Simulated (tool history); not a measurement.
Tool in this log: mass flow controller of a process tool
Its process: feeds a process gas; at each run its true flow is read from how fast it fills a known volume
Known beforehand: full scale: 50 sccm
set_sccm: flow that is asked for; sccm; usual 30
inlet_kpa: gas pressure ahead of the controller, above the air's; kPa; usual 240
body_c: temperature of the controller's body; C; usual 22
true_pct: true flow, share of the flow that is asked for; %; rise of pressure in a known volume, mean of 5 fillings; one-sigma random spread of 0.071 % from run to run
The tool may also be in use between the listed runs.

Run 1, hour 0: usual settings. Result: true_pct 100.34 %.
Run 2, hour 201.5: usual settings. Result: true_pct 100.31 %.
Run 3, hour 642.3: usual settings. Result: true_pct 100.39 %.
Run 4, hour 842.1: usual settings but body_c 33 C. Result: true_pct 99.55 %.
Run 5, hour 1240: usual settings but body_c 33 C. Result: true_pct 99.77 %.
Run 6, hour 1702.2: usual settings but body_c 33 C. Result: true_pct 99.67 %.
Run 7, hour 2059: usual settings but body_c 33 C. Result: true_pct 99.86 %.
Run 8, hour 2372.1: usual settings but body_c 39 C. Result: true_pct 99.27 %.
Run 9, hour 2796.5: usual settings but set_sccm 23 sccm, inlet_kpa 242 kPa, body_c 35 C. Result: true_pct 99.88 %.
Run 10, hour 3170: usual settings but inlet_kpa 242 kPa, body_c 35 C. Result: true_pct 99.7 %.
Run 11, hour 3389: usual settings but inlet_kpa 227 kPa, body_c 32 C. Result: true_pct 99.85 %.
Run 12, hour 3627.1: usual settings but set_sccm 43 sccm, inlet_kpa 276 kPa, body_c 34 C. Result: true_pct 99.68 %.
Run 13, hour 3938.5: usual settings but inlet_kpa 215 kPa, body_c 39 C. Result: true_pct 99.36 %.
At hour 4090.3: controller's zero set anew.
Run 14, hour 4342.3: usual settings but body_c 27 C. Result: true_pct 99.03 %.
Run 15, hour 4795.4: usual settings but body_c 20 C. Result: true_pct 99.66 %.
Run 16, hour 5006.7: usual settings but set_sccm 8 sccm, inlet_kpa 164 kPa, body_c 39 C. Result: true_pct 97.92 %.

Consider 4 possible next runs. They are alternatives, not a sequence: every one starts from the tool as it was left by run 16. What does each give?
Run A, hour 5462.7: usual settings but set_sccm 8 sccm, inlet_kpa 205 kPa, body_c 39 C. Result: true_pct ?.
Run B, hour 5462.7: usual settings but set_sccm 6 sccm, inlet_kpa 167 kPa, body_c 31 C. Result: true_pct ?.
Run C, hour 5462.7: usual settings but set_sccm 17 sccm, inlet_kpa 160 kPa. Result: true_pct ?.
Run D, hour 5462.7: usual settings but set_sccm 8 sccm, inlet_kpa 165 kPa, body_c 39 C. Result: true_pct ?.

run  true_pct
  A      98.6
  B     99.51
  C     99.22
  D      98.3
With no hidden state in the tool, these same runs would have given:
run  true_pct
  A     98.09
  B     98.57
  C      99.4
  D     97.79
